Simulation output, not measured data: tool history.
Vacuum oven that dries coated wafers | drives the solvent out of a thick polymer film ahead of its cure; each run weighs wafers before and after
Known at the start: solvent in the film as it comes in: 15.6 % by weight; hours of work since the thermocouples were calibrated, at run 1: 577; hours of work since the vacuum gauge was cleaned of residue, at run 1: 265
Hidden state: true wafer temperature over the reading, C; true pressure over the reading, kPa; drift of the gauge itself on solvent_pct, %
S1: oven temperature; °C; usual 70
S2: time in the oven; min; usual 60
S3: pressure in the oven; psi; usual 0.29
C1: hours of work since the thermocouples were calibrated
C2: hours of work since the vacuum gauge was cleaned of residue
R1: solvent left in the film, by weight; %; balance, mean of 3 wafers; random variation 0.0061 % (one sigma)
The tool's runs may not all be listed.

run	day	S1	S2	S3	C1	C2	R1
1	0	70	60	0.29	577	265	2.451
2	0.262	70	60	0.29	581	269	2.455
3	0.488	70	60	0.29	584	272	2.454
4	0.904	70	60	0.29	590	278	2.448
5	1.425	70	60	0.29	597	286	2.453
6	1.8	70	60	0.29	603	291	2.457
7	2.108	70	60	0.332	607	295	2.515
8	2.362	70	60	0.332	611	299	2.518
9	2.858	70	60	0.332	618	306	2.505
10	3.138	70	60	0.29	622	310	2.458
11	3.462	77	60	0.29	626	315	1.354
12	3.792	74	60	0.29	631	319	1.762
13	4.125	70	60	0.239	636	324	2.363
14	4.621	70	60	0.239	643	331	2.366
15	5.133	70	60	0.239	650	338	2.365
16	5.438	70	60	0.239	654	343	2.365
17	5.733	70	60	0.239	659	347	2.374
18	6.196	70	60	0.239	665	354	2.37
19	6.662	68	60	0.239	672	360	2.768
20	7.112	70	60	0.29	678	367	2.45
21	7.571	70	60	0.162	685	373	2.24
22	7.925	70	60	0.384	690	378	2.602
23	8.296	80	60	0.384	695	383	1.122
24	8.608	83	32	0.29	700	388	2.365
25	9.025	70	66	0.29	705	394	2.132
26	9.425	70	66	0.29	711	399	2.116
27	9.854	70	66	0.29	717	406	2.122
28	10.375	61	60	0.699	725	413	5.286
29	10.842	56	60	0.448	731	420	6.062
30	11.121	83	60	0.31	735	424	0.778
31	11.346	83	62	0.31	738	427	0.719
32	11.646	83	34	1.081	743	431	2.912
33	11.896	83	34	1.081	746	435	2.925
34	12.329	83	34	1.081	752	441	2.908
35	12.642	58	78	0.793	757	445	5.303
36	13.062	58	78	0.793	763	451	5.308
37	13.425	58	48	0.793	768	456	7.171
38	13.8	58	50	0.415	773	462	6.235
39	14.158	56	50	0.231	778	467	6.339
40	14.625	56	105	0.75	785	473	4.69
41	14.971	56	32	0.614	790	478	8.787

The next listed run, before its measurement:
42	15.3	56	32	0.614	795	483	?

R1: 8.776 %
Without the tool's hidden state the same run would have given R1 8.779 %.

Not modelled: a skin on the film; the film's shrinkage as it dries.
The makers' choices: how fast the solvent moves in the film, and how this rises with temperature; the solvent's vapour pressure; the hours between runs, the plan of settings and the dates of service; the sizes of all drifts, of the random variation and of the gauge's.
